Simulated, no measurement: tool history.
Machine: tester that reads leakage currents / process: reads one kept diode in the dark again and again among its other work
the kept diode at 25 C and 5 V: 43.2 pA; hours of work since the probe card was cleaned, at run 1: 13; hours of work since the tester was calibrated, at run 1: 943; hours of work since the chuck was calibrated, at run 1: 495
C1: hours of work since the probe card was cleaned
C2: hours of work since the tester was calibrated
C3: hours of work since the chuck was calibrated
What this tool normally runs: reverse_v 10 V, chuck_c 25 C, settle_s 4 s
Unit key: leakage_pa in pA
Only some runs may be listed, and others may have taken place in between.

{"run": 1, "day": 0.0, "reverse_v": 10, "chuck_c": 25, "settle_s": 4, "C1": 13, "C2": 943, "C3": 495, "leakage_pa": 53.04}
{"run": 2, "day": 1.571, "reverse_v": 10, "chuck_c": 32, "settle_s": 4, "C1": 39, "C2": 969, "C3": 521, "leakage_pa": 97.08}
{"run": 3, "day": 2.346, "reverse_v": 10, "chuck_c": 32, "settle_s": 4, "C1": 52, "C2": 982, "C3": 534, "leakage_pa": 96.99}
{"run": 4, "day": 3.767, "reverse_v": 10, "chuck_c": 25, "settle_s": 7.62, "C1": 75, "C2": 1005, "C3": 557, "leakage_pa": 52.93}
{"run": 5, "day": 4.454, "reverse_v": 10, "chuck_c": 25, "settle_s": 4, "C1": 86, "C2": 1017, "C3": 569, "leakage_pa": 53.29}
{"run": 6, "day": 5.629, "reverse_v": 12.2, "chuck_c": 25, "settle_s": 4, "C1": 106, "C2": 1036, "C3": 588, "leakage_pa": 57.31}
{"run": 7, "day": 6.5, "reverse_v": 10, "chuck_c": 25, "settle_s": 4, "C1": 120, "C2": 1050, "C3": 602, "leakage_pa": 53.06}
{"run": 8, "day": 7.738, "reverse_v": 10, "chuck_c": 25, "settle_s": 0.73, "C1": 140, "C2": 1071, "C3": 623, "leakage_pa": 55.64}
{"run": 9, "day": 8.392, "reverse_v": 10, "chuck_c": 25, "settle_s": 4, "C1": 151, "C2": 1081, "C3": 634, "leakage_pa": 53.19}
{"run": 10, "day": 9.338, "reverse_v": 10, "chuck_c": 25, "settle_s": 4, "C1": 167, "C2": 1097, "C3": 649, "leakage_pa": 53.35}
{"run": 11, "day": 10.354, "reverse_v": 10, "chuck_c": 25, "settle_s": 4, "C1": 183, "C2": 1114, "C3": 666, "leakage_pa": 53.45}
{"run": 12, "day": 11.388, "reverse_v": 10, "chuck_c": 25, "settle_s": 4, "C1": 200, "C2": 1131, "C3": 683, "leakage_pa": 53.65}
{"run": 13, "day": 12.517, "reverse_v": 10, "chuck_c": 25, "settle_s": 4, "C1": 219, "C2": 1149, "C3": 701, "leakage_pa": 53.08}
{"run": 14, "day": 13.2, "reverse_v": 10, "chuck_c": 25, "settle_s": 4, "C1": 230, "C2": 1161, "C3": 713, "leakage_pa": 53.19}
{"run": 15, "day": 14.758, "reverse_v": 5, "chuck_c": 25, "settle_s": 4, "C1": 256, "C2": 1186, "C3": 738, "leakage_pa": 41.72}
{"run": 16, "day": 15.388, "reverse_v": 4.5, "chuck_c": 25, "settle_s": 4, "C1": 266, "C2": 1197, "C3": 749, "leakage_pa": 40.28}
{"day": 15.608, "done": "tester calibrated"}
{"run": 17, "day": 16.421, "reverse_v": 10, "chuck_c": 25, "settle_s": 4, "C1": 282, "C2": 13, "C3": 764, "leakage_pa": 53.63}
{"run": 18, "day": 17.404, "reverse_v": 10, "chuck_c": 25, "settle_s": 1.13, "C1": 298, "C2": 30, "C3": 780, "leakage_pa": 55.23}
{"day": 18.058, "done": "tester calibrated, once more"}
{"run": 19, "day": 18.746, "reverse_v": 10, "chuck_c": 25, "settle_s": 1.13, "C1": 319, "C2": 11, "C3": 801, "leakage_pa": 54.01}
{"run": 20, "day": 19.412, "reverse_v": 10, "chuck_c": 25, "settle_s": 1.96, "C1": 330, "C2": 22, "C3": 812, "leakage_pa": 53.27}
{"run": 21, "day": 20.388, "reverse_v": 2.8, "chuck_c": 25, "settle_s": 2.8, "C1": 346, "C2": 38, "C3": 828, "leakage_pa": 33.64}
{"run": 22, "day": 21.529, "reverse_v": 2.8, "chuck_c": 25, "settle_s": 2.8, "C1": 364, "C2": 57, "C3": 847, "leakage_pa": 33.61}
{"run": 23, "day": 23.033, "reverse_v": 3.8, "chuck_c": 44, "settle_s": 4.07, "C1": 389, "C2": 82, "C3": 872, "leakage_pa": 176.57}
{"run": 24, "day": 24.529, "reverse_v": 7.3, "chuck_c": 26, "settle_s": 4, "C1": 414, "C2": 106, "C3": 896, "leakage_pa": 51.05}
{"run": 25, "day": 25.438, "reverse_v": 6.7, "chuck_c": 25, "settle_s": 1.96, "C1": 429, "C2": 121, "C3": 911, "leakage_pa": 45.95}
{"run": 26, "day": 26.504, "reverse_v": 7.3, "chuck_c": 25, "settle_s": 0.6, "C1": 446, "C2": 139, "C3": 929, "leakage_pa": 49.11}
{"run": 27, "day": 27.929, "reverse_v": 2.9, "chuck_c": 21, "settle_s": 0.92, "C1": 470, "C2": 162, "C3": 952, "leakage_pa": 24.36}
{"run": 28, "day": 28.604, "reverse_v": 2.9, "chuck_c": 21, "settle_s": 0.92, "C1": 481, "C2": 173, "C3": 963, "leakage_pa": 24.46}
{"run": 29, "day": 29.804, "reverse_v": 1.2, "chuck_c": 25, "settle_s": 0.38, "C1": 501, "C2": 193, "C3": 983, "leakage_pa": 25.16}
{"run": 30, "day": 31.179, "reverse_v": 1.2, "chuck_c": 25, "settle_s": 0.38, "C1": 523, "C2": 216, "C3": 1006, "leakage_pa": 25.27}
{"run": 31, "day": 32.071, "reverse_v": 1.2, "chuck_c": 25, "settle_s": 0.38, "C1": 538, "C2": 231, "C3": 1020, "leakage_pa": 25.22}
{"run": 32, "day": 32.812, "reverse_v": 9.4, "chuck_c": 25, "settle_s": 0.39, "C1": 550, "C2": 243, "C3": 1032, "leakage_pa": 56.35}
{"run": 33, "day": 33.821, "reverse_v": 3.6, "chuck_c": 49, "settle_s": 4, "C1": 567, "C2": 259, "C3": 1049, "leakage_pa": 253.04}
{"run": 34, "day": 35.233, "reverse_v": 3.6, "chuck_c": 23, "settle_s": 3.79, "C1": 590, "C2": 283, "C3": 1072, "leakage_pa": 30.64}
{"run": 35, "day": 36.175, "reverse_v": 3.6, "chuck_c": 23, "settle_s": 3.79, "C1": 605, "C2": 298, "C3": 1088, "leakage_pa": 30.51}
{"run": 36, "day": 37.129, "reverse_v": 3.6, "chuck_c": 48, "settle_s": 3.79, "C1": 621, "C2": 314, "C3": 1104, "leakage_pa": 233.82}
{"run": 37, "day": 38.092, "reverse_v": 3.6, "chuck_c": 23, "settle_s": 0.76, "C1": 637, "C2": 330, "C3": 1119, "leakage_pa": 31.46}
{"run": 38, "day": 39.088, "reverse_v": 3.6, "chuck_c": 23, "settle_s": 0.76, "C1": 653, "C2": 346, "C3": 1136, "leakage_pa": 31.28}
{"run": 39, "day": 40.362, "reverse_v": 3.6, "chuck_c": 23, "settle_s": 0.76, "C1": 674, "C2": 367, "C3": 1157, "leakage_pa": 31.26}

Branching from run 39: 5 alternative next runs. What would each branch give?
{"run": "A", "day": 41.6, "reverse_v": 1.2, "chuck_c": 23, "settle_s": 0.69, "C1": 695, "C2": 387, "C3": 1177, "leakage_pa": "?"}
{"run": "B", "day": 41.6, "reverse_v": 1.6, "chuck_c": 33, "settle_s": 7.82, "C1": 695, "C2": 387, "C3": 1177, "leakage_pa": "?"}
{"run": "C", "day": 41.6, "reverse_v": 18.8, "chuck_c": 25, "settle_s": 4, "C1": 695, "C2": 387, "C3": 1177, "leakage_pa": "?"}
{"run": "D", "day": 41.6, "reverse_v": 3.6, "chuck_c": 29, "settle_s": 0.76, "C1": 695, "C2": 387, "C3": 1177, "leakage_pa": "?"}
{"run": "E", "day": 41.6, "reverse_v": 10, "chuck_c": 41, "settle_s": 0.51, "C1": 695, "C2": 387, "C3": 1177, "leakage_pa": "?"}

run=A leakage_pa=20.67
run=B leakage_pa=53.07
run=C leakage_pa=69.77
run=D leakage_pa=51.43
run=E leakage_pa=195.06
Without the tool's hidden state the same runs would have given:
run=A leakage_pa=22.78
run=B leakage_pa=58.93
run=C leakage_pa=68.57
run=D leakage_pa=56.03
run=E leakage_pa=212.51
